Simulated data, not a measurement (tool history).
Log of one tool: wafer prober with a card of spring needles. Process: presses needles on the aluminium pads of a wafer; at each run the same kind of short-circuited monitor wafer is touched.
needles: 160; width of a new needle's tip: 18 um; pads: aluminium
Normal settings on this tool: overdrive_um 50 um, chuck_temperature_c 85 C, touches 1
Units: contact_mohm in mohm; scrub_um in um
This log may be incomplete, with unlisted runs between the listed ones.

run,hour,overdrive_um,chuck_temperature_c,touches,contact_mohm,scrub_um
1,0,50,85,1,317,12.84
# hour 9.4: tips cleaned on abrasive film
# hour 24.1: tips cleaned on abrasive film
2,32.8,50,85,1,319,12.76
# hour 38.3: tips cleaned on abrasive film
# hour 41.4: height of the first contact set anew
# hour 53.1: tips cleaned on abrasive film
3,63.8,50,85,1,331,12.92
# hour 67.6: tips cleaned on abrasive film
# hour 83.2: tips cleaned on abrasive film
4,83.5,50,85,1,253,12.95
# hour 97.2: tips cleaned on abrasive film
5,105.1,50,85,1,329,12.87
# hour 110.5: tips cleaned on abrasive film
# hour 125.8: tips cleaned on abrasive film
# hour 139.2: tips cleaned on abrasive film
6,139.8,50,85,1,263,12.76
# hour 152.8: tips cleaned on abrasive film
7,163.7,66,85,1,292,16.89
# hour 166: height of the first contact set anew
# hour 169.1: tips cleaned on abrasive film
# hour 182.5: tips cleaned on abrasive film
# hour 196.8: tips cleaned on abrasive film
8,198.4,50,85,1,282,12.82
# hour 210.8: tips cleaned on abrasive film
9,216.1,50,85,1,319,12.86
# hour 224.1: tips cleaned on abrasive film
# hour 238.2: tips cleaned on abrasive film
10,239.8,50,85,1,282,12.84
# hour 251.9: tips cleaned on abrasive film
# hour 266.2: tips cleaned on abrasive film
11,266.5,50,85,1,266,12.78
# hour 280.9: tips cleaned on abrasive film
12,282.1,50,26,1,267,12.69
# hour 291.5: height of the first contact set anew
# hour 296.9: tips cleaned on abrasive film
13,297.6,50,85,1,266,12.94
# hour 310.6: tips cleaned on abrasive film
14,312.8,50,85,1,288,12.89
# hour 326.1: tips cleaned on abrasive film
15,330.3,50,85,1,311,12.92
# hour 339.7: tips cleaned on abrasive film
# hour 355.6: tips cleaned on abrasive film
16,362.2,67,64,1,290,17.26
# hour 369.4: tips cleaned on abrasive film
17,380.2,67,64,1,298,17.18
# hour 383: tips cleaned on abrasive film
# hour 397.8: tips cleaned on abrasive film
# hour 412.5: tips cleaned on abrasive film
18,413.9,32,64,3,281,8.07
# hour 416.5: height of the first contact set anew
# hour 426.2: tips cleaned on abrasive film
# hour 439.4: tips cleaned on abrasive film
19,444.4,32,64,3,315,8.28
# hour 453.1: tips cleaned on abrasive film
# hour 466.8: tips cleaned on abrasive film
20,471.9,50,70,2,287,12.92
# hour 481.3: tips cleaned on abrasive film
# hour 495.1: tips cleaned on abrasive film
21,505,50,70,2,299,12.83
# hour 508.7: tips cleaned on abrasive film
# hour 524: tips cleaned on abrasive film
22,525.1,50,70,2,265,12.79
# hour 538.6: tips cleaned on abrasive film
# hour 541.2: height of the first contact set anew
23,543.7,50,70,2,288,13.01
# hour 552.8: tips cleaned on abrasive film
# hour 568.3: tips cleaned on abrasive film
24,574,63,59,1,291,16.27

Predict the results of run 25:
# hour 583.8: tips cleaned on abrasive film
# hour 597: tips cleaned on abrasive film
25,603.8,63,59,1,?,?

{"run 25": {"contact_mohm": 296, "scrub_um": 16.19}}
The same run, on a tool lacking any hidden state, would have yielded contact_mohm 235 mohm, scrub_um 16.28 um.

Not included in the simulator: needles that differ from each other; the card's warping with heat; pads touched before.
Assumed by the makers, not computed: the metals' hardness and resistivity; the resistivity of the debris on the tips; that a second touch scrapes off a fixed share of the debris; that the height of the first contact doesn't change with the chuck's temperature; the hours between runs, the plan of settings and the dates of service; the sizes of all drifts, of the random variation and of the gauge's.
